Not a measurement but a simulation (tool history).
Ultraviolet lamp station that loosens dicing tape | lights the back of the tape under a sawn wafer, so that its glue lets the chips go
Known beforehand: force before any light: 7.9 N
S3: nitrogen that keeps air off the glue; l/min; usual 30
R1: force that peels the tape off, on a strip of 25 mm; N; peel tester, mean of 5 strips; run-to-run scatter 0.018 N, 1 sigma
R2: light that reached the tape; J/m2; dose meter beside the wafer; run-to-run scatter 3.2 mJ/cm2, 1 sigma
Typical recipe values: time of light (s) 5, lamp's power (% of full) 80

Run 1, hour 0: usual settings. Result: R1 1.19 N, R2 4060 J/m2.
Run 2, hour 17.6: usual settings. Result: R1 1.181 N, R2 4080 J/m2.
Run 3, hour 32.5: usual settings. Result: R1 1.242 N, R2 4070 J/m2.
Run 4, hour 44.7: usual settings. Result: R1 1.216 N, R2 4020 J/m2.
Run 5, hour 60.2: usual settings but lamp's power (% of full) 87. Result: R1 1.037 N, R2 4420 J/m2.
Run 6, hour 78.4: usual settings but lamp's power (% of full) 87. Result: R1 1.061 N, R2 4350 J/m2.
Run 7, hour 86.4: usual settings. Result: R1 1.217 N, R2 3990 J/m2.
Run 8, hour 100.2: usual settings. Result: R1 1.239 N, R2 4030 J/m2.
Run 9, hour 119.8: usual settings but lamp's power (% of full) 71, S3 20 l/min. Result: R1 1.929 N, R2 3520 J/m2.
Run 10, hour 135.4: usual settings but lamp's power (% of full) 60, S3 20 l/min. Result: R1 2.449 N, R2 2990 J/m2.
Run 11, hour 151.6: usual settings but S3 14 l/min. Result: R1 2.078 N, R2 3920 J/m2.
Run 12, hour 166.1: usual settings but time of light (s) 9, lamp's power (% of full) 70, S3 10 l/min. Result: R1 1.357 N, R2 6110 J/m2.
Run 13, hour 175.9: usual settings but lamp's power (% of full) 81, S3 15 l/min. Result: R1 1.986 N, R2 3970 J/m2.
Run 14, hour 193.4: usual settings but lamp's power (% of full) 81, S3 15 l/min. Result: R1 1.979 N, R2 3930 J/m2.
Run 15, hour 212.1: usual settings but time of light (s) 4, lamp's power (% of full) 95, S3 28 l/min. Result: R1 1.503 N, R2 3660 J/m2.
Run 16, hour 221.5: usual settings but time of light (s) 3, S3 48 l/min. Result: R1 2.087 N, R2 2310 J/m2.

Measured less the same run without the tool's hidden state. The same run-to-run variation is in both; the gauge's scatter may not be:
Unlogged tool condition in this case: lamp's light, % of a new lamp's; light that the window lets through, % of a clean one's; drift of the gauge itself on peel_n, %; drift of the gauge itself on dose_mj_cm2, %.
run      R1     R2
  1  +0.313   -750
  2   +0.32   -780
  3  +0.342   -810
  4  +0.341   -810
  5  +0.306   -920
  6  +0.323   -930
  7  +0.362   -870
  8  +0.375   -900
  9  +0.503   -810
 10  +0.579   -710
 11   +0.55   -970
 12  +0.437  -1530
 13  +0.557  -1000
 14   +0.56  -1020
 15  +0.495   -980
 16  +0.594   -630
